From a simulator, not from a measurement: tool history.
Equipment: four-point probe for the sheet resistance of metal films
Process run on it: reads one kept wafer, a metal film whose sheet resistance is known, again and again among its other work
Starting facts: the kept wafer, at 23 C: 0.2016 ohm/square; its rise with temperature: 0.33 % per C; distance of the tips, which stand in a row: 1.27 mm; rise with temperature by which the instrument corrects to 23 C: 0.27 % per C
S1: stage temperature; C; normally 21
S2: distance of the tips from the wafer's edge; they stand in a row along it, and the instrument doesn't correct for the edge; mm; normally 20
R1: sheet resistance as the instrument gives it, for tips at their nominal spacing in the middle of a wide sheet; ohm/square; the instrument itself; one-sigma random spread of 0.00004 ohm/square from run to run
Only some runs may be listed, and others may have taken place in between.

run 1 hour=0.0 | S1=21 S2=20 | R1=0.201797
run 2 hour=21.7 | S1=21 S2=20 | R1=0.201691
run 3 hour=52.5 | S1=21 S2=20 | R1=0.201756
run 4 hour=79.3 | S1=21 S2=12 | R1=0.202602
run 5 hour=113.9 | S1=21 S2=12 | R1=0.202589
run 6 hour=156.6 | S1=21 S2=12 | R1=0.202533
run 7 hour=197.5 | S1=21 S2=4 | R1=0.211674
run 8 hour=228.8 | S1=19 S2=9 | R1=0.203207
run 9 hour=258.8 | S1=19 S2=9 | R1=0.203172
run 10 hour=291.2 | S1=33 S2=4 | R1=0.213349
run 11 hour=326.8 | S1=19 S2=8 | R1=0.203779
run 12 hour=370.8 | S1=21 S2=41 | R1=0.201453

Below are 3 alternative next runs, each starting from the tool's condition after run 12. Predict each:
run A hour=402.1 | S1=21 S2=25 | R1=?
run B hour=402.1 | S1=21 S2=47 | R1=?
run C hour=402.1 | S1=23 S2=35 | R1=?

run=A R1=0.201576
run=B R1=0.201353
run=C R1=0.201756
The same runs, with their run-to-run variation unchanged, on a tool lacking any hidden condition would have given:
run=A R1=0.201567
run=B R1=0.201344
run=C R1=0.201747
